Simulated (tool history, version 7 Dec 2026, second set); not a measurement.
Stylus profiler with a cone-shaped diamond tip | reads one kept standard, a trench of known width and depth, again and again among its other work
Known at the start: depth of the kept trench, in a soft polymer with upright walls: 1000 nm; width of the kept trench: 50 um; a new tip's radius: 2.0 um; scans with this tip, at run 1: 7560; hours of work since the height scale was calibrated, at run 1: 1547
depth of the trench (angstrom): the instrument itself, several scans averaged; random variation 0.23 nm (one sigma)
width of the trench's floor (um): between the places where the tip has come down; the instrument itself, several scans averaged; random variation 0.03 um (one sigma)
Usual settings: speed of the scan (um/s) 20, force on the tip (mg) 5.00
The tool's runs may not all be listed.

run	hour	speed of the scan (um/s)	force on the tip (mg)	scans with this tip	hours of work since the height scale was calibrated	depth of the trench (angstrom)	width of the trench's floor (um)
1	0.0	20	5.00	7560	1547	10266.7	45.66
2	42.0	20	12.60	7707	1578	10453.8	45.64
3	93.7	5	12.60	7888	1615	10458.6	45.67
4	154.4	5	12.60	8101	1658	10458.3	45.64
5	217.5	5	12.60	8322	1703	10465.4	45.63
6	284.7	5	12.60	8557	1752	10457.1	45.61
7	342.5	31	13.92	8760	1793	10496.6	45.52
8	380.2	42	5.21	8892	1820	10281.8	45.43
9	426.6	6	9.44	9055	1853	10393.4	45.56
10	475.4	35	5.00	9226	1888	10277.2	45.41
11	542.3	8	2.30	9460	1936	10190.5	45.54

3 ways to go on from here, each from the tool as it stands after run 11. What would each give?
A	585.2	45	7.28	9610	1967	?	?
B	585.2	10	2.96	9610	1967	?	?
C	585.2	7	5.00	9610	1967	?	?

run	depth of the trench (angstrom)	width of the trench's floor (um)
A	10344.2	45.38
B	10215.4	45.44
C	10282.7	45.55
Without the tool's hidden state the same runs would have given:
run	depth of the trench (angstrom)	width of the trench's floor (um)
A	10281.1	46.41
B	10153.2	46.46
C	10220.0	46.58

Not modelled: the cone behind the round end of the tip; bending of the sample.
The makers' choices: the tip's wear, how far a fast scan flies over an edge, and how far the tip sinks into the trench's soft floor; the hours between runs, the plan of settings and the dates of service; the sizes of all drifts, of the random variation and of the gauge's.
